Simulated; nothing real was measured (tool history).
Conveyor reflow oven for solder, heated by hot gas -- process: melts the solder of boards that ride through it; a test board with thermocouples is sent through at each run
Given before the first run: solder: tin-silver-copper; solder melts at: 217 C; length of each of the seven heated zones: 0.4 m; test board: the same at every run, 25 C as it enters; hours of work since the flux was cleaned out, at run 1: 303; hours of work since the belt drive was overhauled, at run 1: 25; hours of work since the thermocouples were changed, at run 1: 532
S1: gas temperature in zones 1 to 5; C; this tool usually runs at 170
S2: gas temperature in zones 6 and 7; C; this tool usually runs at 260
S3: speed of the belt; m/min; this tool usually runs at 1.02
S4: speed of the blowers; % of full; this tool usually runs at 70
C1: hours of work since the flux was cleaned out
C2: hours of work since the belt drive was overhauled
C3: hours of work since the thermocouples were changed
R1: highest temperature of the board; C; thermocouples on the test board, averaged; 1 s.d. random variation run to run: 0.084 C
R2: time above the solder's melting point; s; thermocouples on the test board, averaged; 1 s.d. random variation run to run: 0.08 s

run	hour	S1	S2	S3	S4	C1	C2	C3	R1	R2
1	0.0	170	260	1.02	70	303	25	532	241.43	27.88
2	32.3	170	260	1.02	70	323	46	553	241.32	27.93
3	55.4	170	260	1.02	70	338	61	567	241.29	27.86
# hour 69.7: flux residue cleaned out of gas plates and filters
4	88.2	170	260	1.02	70	12	79	585	243.36	29.60
5	129.2	170	265	1.02	70	38	105	611	247.45	31.80
6	153.3	170	265	1.02	70	54	120	627	247.38	31.79
7	172.7	170	260	1.02	70	66	133	639	243.20	29.43
8	215.4	170	260	1.02	70	93	160	667	243.09	29.39
9	251.2	170	260	1.02	70	116	183	690	242.97	29.10
10	288.3	170	260	1.02	70	140	207	713	242.82	29.24
11	315.3	171	260	1.02	70	157	224	731	243.15	29.45
12	353.4	171	260	1.02	70	182	249	755	243.00	29.32
13	379.0	170	260	1.02	70	198	265	772	242.68	29.06
14	417.3	170	260	1.02	71	223	290	796	242.79	29.28
# hour 423.1: thermocouples of zones 6 and 7 changed
15	440.9	170	260	1.02	71	237	303	11	241.47	28.22
16	470.9	184	251	1.02	84	256	323	31	239.63	31.81
17	496.5	155	274	0.94	82	272	339	47	256.84	37.00
18	515.5	170	270	1.11	70	284	351	59	245.87	27.77
19	546.5	155	262	1.14	56	304	371	79	227.53	11.47
20	575.2	170	272	0.96	61	323	390	97	249.56	34.56
# hour 615.4: flux residue cleaned out of gas plates and filters
21	619.2	170	272	0.83	84	2	415	122	263.34	49.07
22	643.5	166	272	0.83	51	18	430	138	252.03	41.13
23	672.3	184	272	0.83	51	36	449	156	255.46	48.10
24	699.9	178	260	1.13	78	54	466	174	243.97	28.91
25	732.6	170	260	1.12	72	75	487	195	240.56	25.07
26	766.1	170	264	1.02	70	97	509	217	246.32	31.70
27	791.3	176	264	0.86	70	113	525	233	252.42	43.43
28	820.2	170	262	0.94	64	131	543	251	245.18	33.64
29	866.0	155	268	1.12	72	161	573	281	243.31	23.94
30	907.5	155	268	1.12	72	187	599	307	243.28	23.84

Alternative continuations, all from the tool just after run 30; predict every row:
A	939.3	183	260	1.02	63	208	620	328	?	?
B	939.3	158	271	1.02	64	208	620	328	?	?
C	939.3	184	266	1.12	72	208	620	328	?	?

run	R1	R2
A	242.98	32.24
B	246.86	28.95
C	247.93	32.16
Had the tool no hidden state, the same runs would have come out as:
run	R1	R2
A	243.17	32.00
B	247.32	28.85
C	248.36	31.99

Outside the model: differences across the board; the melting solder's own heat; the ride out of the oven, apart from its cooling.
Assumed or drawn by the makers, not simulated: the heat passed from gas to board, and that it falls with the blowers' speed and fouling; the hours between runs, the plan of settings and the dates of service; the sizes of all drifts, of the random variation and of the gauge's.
